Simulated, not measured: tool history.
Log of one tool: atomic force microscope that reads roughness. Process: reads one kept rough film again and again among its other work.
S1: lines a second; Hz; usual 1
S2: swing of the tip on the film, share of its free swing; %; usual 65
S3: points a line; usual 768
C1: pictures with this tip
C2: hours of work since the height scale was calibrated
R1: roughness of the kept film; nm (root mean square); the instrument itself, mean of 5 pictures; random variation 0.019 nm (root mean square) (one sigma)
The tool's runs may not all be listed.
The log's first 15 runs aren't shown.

run,hour,S1,S2,S3,C1,C2,R1
# hour 865.9: new tip fitted
16,905.5,1,65,768,34,1593,3.963
17,946.6,1,65,768,70,1616,3.503
18,991.4,1,65,768,109,1640,3.051
19,1027.8,1,65,768,141,1661,2.8
# hour 1090.7: new tip fitted
20,1098.6,1,65,768,7,1699,4.378
21,1181.4,1,65,768,79,1745,3.397
22,1218.1,1,65,440,111,1765,3.064
23,1257.2,3.5,76,518,145,1787,2.511
24,1303.4,3.56,71,572,186,1812,2.346
# hour 1317.6: new tip fitted
25,1386.6,0.7,71,263,60,1858,3.505
26,1427.3,0.67,56,615,95,1880,3.207

Forecast run 27:
27,1474.1,0.67,56,615,136,1906,?

Run 27 gave R1 2.849 nm (root mean square).
Without the tool's hidden state the same run would have given R1 4.667 nm (root mean square).
